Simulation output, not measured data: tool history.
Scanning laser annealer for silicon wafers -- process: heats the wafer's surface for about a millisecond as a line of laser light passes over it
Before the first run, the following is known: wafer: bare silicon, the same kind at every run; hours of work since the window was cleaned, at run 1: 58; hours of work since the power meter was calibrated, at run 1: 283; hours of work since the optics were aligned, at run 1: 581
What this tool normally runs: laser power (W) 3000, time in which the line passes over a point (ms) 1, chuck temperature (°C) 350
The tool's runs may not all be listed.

run   hour  laser power (W)  time in which the line passes over a point (ms)  chuck temperature (°C)  hours of work since the window was cleaned  hours of work since the power meter was calibrated  hours of work since the optics were aligned  highest temperature of the surface (°C)
  1      0             3000                                                1                     350                                          58                                                 283                                          581                                     1085
  2    8.4             3000                                                1                     378                                          64                                                 289                                          586                                     1114
  3   17.9             3000                                             0.73                     350                                          70                                                 296                                          593                                      980
  4   23.7             3000                                             0.73                     350                                          74                                                 300                                          597                                      982
  5   33.1             3000                                             0.73                     350                                          81                                                 306                                          603                                      981
  6   42.4             3000                                                1                     371                                          87                                                 312                                          610                                     1105
  7   50.6             3000                                                1                     371                                          93                                                 318                                          615                                     1106
  8   58.1             3000                                                1                     371                                          98                                                 323                                          620                                     1106
  9   62.5             3000                                                1                     350                                         101                                                 326                                          623                                     1083
 10     72             3000                                                1                     314                                         107                                                 333                                          630                                     1048
 11   79.9             3000                                                1                     314                                         113                                                 338                                          635                                     1047
 12   89.4             3000                                                1                     314                                         119                                                 345                                          642                                     1046
 13   95.8             2589                                                1                     337                                         124                                                 349                                          646                                      942
 14  106.2             2831                                             0.73                     364                                         131                                                 356                                          653                                      948
 15  116.4             2831                                             0.73                     364                                         138                                                 363                                          660                                      948
 16  123.9             2831                                             0.97                     369                                         143                                                 368                                          665                                     1042
 17  130.8             3000                                             0.76                     352                                         148                                                 373                                          670                                      992
 18  140.3             2555                                             0.75                     375                                         154                                                 379                                          677                                      897
 19  146.8             2555                                             0.75                     375                                         158                                                 384                                          681                                      895
 20  152.7             3000                                             0.72                     350                                         163                                                 388                                          685                                      974

Branching from run 20: 5 alternative next runs. What would each branch give?
  A  161.2             2965                                             1.25                     383                                         168                                                 394                                          691                                        ?
  B  161.2             3001                                                1                     361                                         168                                                 394                                          691                                        ?
  C  161.2             3073                                             0.72                     373                                         168                                                 394                                          691                                        ?
  D  161.2             2588                                             0.71                     375                                         168                                                 394                                          691                                        ?
  E  161.2             3147                                             1.02                     384                                         168                                                 394                                          691                                        ?

run  highest temperature of the surface (°C)
  A                                     1187
  B                                     1092
  C                                     1017
  D                                      890
  E                                     1168
The same runs, with their run-to-run variation unchanged, on a tool lacking any hidden condition would have given:
run  highest temperature of the surface (°C)
  A                                     1202
  B                                     1105
  C                                     1028
  D                                      899
  E                                     1182

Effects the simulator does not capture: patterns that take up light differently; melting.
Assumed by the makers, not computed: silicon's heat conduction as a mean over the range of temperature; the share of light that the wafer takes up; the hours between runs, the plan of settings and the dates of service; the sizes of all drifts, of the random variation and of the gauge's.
